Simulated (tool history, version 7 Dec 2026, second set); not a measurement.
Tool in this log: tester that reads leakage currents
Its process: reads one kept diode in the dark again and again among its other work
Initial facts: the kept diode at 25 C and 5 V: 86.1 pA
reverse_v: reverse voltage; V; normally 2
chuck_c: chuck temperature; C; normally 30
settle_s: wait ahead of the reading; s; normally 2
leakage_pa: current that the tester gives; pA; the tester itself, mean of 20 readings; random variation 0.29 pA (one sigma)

Run 1, hour 0: usual settings. Result: leakage_pa 98.24 pA.
Run 2, hour 98.6: usual settings but settle_s 0.46 s. Result: leakage_pa 100.6 pA.
Run 3, hour 238.9: usual settings. Result: leakage_pa 100.93 pA.
Run 4, hour 353.6: usual settings but chuck_c 50 C. Result: leakage_pa 425.25 pA.
Run 5, hour 496.3: usual settings but chuck_c 50 C. Result: leakage_pa 434.61 pA.
Run 6, hour 609.8: usual settings. Result: leakage_pa 106.28 pA.
Run 7, hour 726.2: usual settings. Result: leakage_pa 107.07 pA.
Run 8, hour 809.2: usual settings. Result: leakage_pa 107.91 pA.
Run 9, hour 877.7: usual settings but reverse_v 7.08 V, chuck_c 23 C, settle_s 2.3 s. Result: leakage_pa 100.58 pA.
Run 10, hour 952.5: usual settings but reverse_v 7.08 V, chuck_c 23 C, settle_s 2.3 s. Result: leakage_pa 101.21 pA.
Run 11, hour 1101.2: usual settings but chuck_c 36 C. Result: leakage_pa 180.72 pA.
Run 12, hour 1251.9: usual settings but reverse_v 1.95 V. Result: leakage_pa 98.26 pA.
Run 13, hour 1318.7: usual settings but reverse_v 1.95 V. Result: leakage_pa 100.09 pA.
Run 14, hour 1458.4: usual settings but reverse_v 3.14 V, chuck_c 22 C, settle_s 0.84 s. Result: leakage_pa 65.23 pA.
Run 15, hour 1599: usual settings but reverse_v 1.24 V, chuck_c 44 C, settle_s 7.67 s. Result: leakage_pa 245.1 pA.
Run 16, hour 1723.8: usual settings but reverse_v 3.76 V, chuck_c 28 C, settle_s 1.78 s. Result: leakage_pa 111.88 pA.

Missing from the log above: 2 entries noted between runs. For each, name the pair of listed runs it sits between and say how the tool's hidden condition differs from the listed run just before to the listed run just after:
After run 8, before run 9: chuck's temperature calibrated (hour 823.7)
  stray current of the dirty probe card, pA a volt: 0.415 -> 0.446; current scale over the true one, %: 1.66 -> 1.69; true chuck temperature over the reading, C: 1.3 -> 1.83
  measured result minus the result with no hidden state, leakage_pa: +12.5 -> +17.53 pA
After run 11, before run 12: chuck's temperature calibrated, once more (hour 1251.4)
  stray current of the dirty probe card, pA a volt: 0.547 -> 0.615; current scale over the true one, %: 1.79 -> 1.86; true chuck temperature over the reading, C: 2.17 -> 0.11
  measured result minus the result with no hidden state, leakage_pa: +30.06 -> +3.72 pA
